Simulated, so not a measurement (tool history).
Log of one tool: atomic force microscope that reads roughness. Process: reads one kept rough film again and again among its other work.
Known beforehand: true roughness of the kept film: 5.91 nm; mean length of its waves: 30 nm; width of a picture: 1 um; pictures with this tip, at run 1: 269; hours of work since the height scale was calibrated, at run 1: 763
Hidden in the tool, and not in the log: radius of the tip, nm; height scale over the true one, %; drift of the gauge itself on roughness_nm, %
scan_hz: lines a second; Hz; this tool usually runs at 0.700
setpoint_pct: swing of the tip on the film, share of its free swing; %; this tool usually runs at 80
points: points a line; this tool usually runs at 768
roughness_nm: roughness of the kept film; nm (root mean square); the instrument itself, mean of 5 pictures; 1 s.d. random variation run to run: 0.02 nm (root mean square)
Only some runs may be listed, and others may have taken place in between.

run     day  scan_hz  setpoint_pct  points  pictures with this tip  hours of work since the height scale was calibrated  roughness_nm
  1   0.000    0.700            80     768                     269                                                  763         3.650
      0.529  -- new tip fitted
  2   2.671    0.700            80     768                     111                                                  806         4.264
  3   5.375    0.700            80     768                     251                                                  850         3.609
      6.188  -- new tip fitted
  4   8.125    0.700            80     768                     100                                                  894         4.365
  5  10.617    0.700            80     584                     229                                                  935         3.739
     11.967  -- new tip fitted
  6  13.462    0.700            80     584                      77                                                  980         4.447
  7  16.046    0.700            80     584                     211                                                 1022         3.809
     17.712  -- new tip fitted
  8  18.654    1.440            80     768                      48                                                 1064         4.319
  9  20.979    0.700            80     317                     168                                                 1102         3.898
 10  22.462    0.700            80     768                     244                                                 1126         3.607
     23.425  -- new tip fitted
 11  25.208    0.700            80     768                      92                                                 1170         4.298
 12  27.775    2.406            80     768                     225                                                 1212         3.239
 13  28.954    2.406            80     768                     285                                                 1231         3.057
     29.092  -- new tip fitted
 14  30.129    0.682            80     768                      54                                                 1250         4.568
 15  31.900    0.700            80     768                     145                                                 1278         4.033
 16  34.271    0.700            80     768                     267                                                 1317         3.518
     34.792  -- new tip fitted
 17  35.638    0.700            80     582                      44                                                 1338         4.693
 18  37.433    0.700            80     582                     136                                                 1368         4.118
 19  40.000    0.700            79     768                     269                                                 1409         3.582
     40.575  -- new tip fitted
 20  41.442    0.700            80     768                      45                                                 1432         4.628
 21  43.092    0.739            59     768                     130                                                 1459         4.355
 22  44.992    0.739            59     768                     228                                                 1490         3.871
     46.471  -- new tip fitted
 23  47.517    0.739            78     768                      54                                                 1530         4.635
 24  49.283    1.686            59     563                     145                                                 1559         4.190
 25  51.554    1.686            59     563                     262                                                 1596         3.637
     52.262  -- new tip fitted
 26  52.767    0.525            57     768                      26                                                 1615         5.010
 27  54.746    1.246            83     419                     128                                                 1647         3.914
 28  56.588    1.613            88     417                     223                                                 1677         3.293
     58.058  -- new tip fitted
 29  59.258    1.904            57     307                      62                                                 1720         4.533
 30  61.775    0.700            80     374                     191                                                 1761         3.830
 31  63.208    0.636            62     474                     265                                                 1784         3.711
     63.779  -- new tip fitted
 32  65.983    0.700            88     543                     113                                                 1829         4.117
 33  67.671    2.082            60     361                     200                                                 1856         3.796
     69.471  -- new tip fitted
 34  70.071    1.968            80     688                      31                                                 1895         4.271
 35  71.412    1.113            81     463                     100                                                 1916         4.092
 36  73.921    1.671            71     267                     230                                                 1957         3.539
     75.367  -- new tip fitted
 37  75.838    0.564            70     768                      24                                                 1988         4.915
 38  77.433    2.649            85     768                     107                                                 2014         3.467
 39  79.696    1.305            80     526                     223                                                 2050         3.527
     81.104  -- new tip fitted
 40  81.179    0.800            80     539                       4                                                 2074         4.868

Per-run results on a tool with no hidden state, each run keeping its own random variation:
run  roughness_nm
  1         4.925
  2         4.887
  3         4.866
  4         4.949
  5         4.928
  6         4.933
  7         4.899
  8         4.589
  9         4.899
 10         4.929
 11         4.870
 12         4.301
 13         4.312
 14         4.936
 15         4.904
 16         4.912
 17         4.922
 18         4.888
 19         4.921
 20         4.918
 21         5.141
 22         5.114
 23         4.931
 24         5.011
 25         5.025
 26         5.141
 27         4.575
 28         4.291
 29         4.908
 30         4.866
 31         5.127
 32         4.780
 33         4.927
 34         4.436
 35         4.659
 36         4.715
 37         5.050
 38         4.004
 39         4.671
 40         4.824
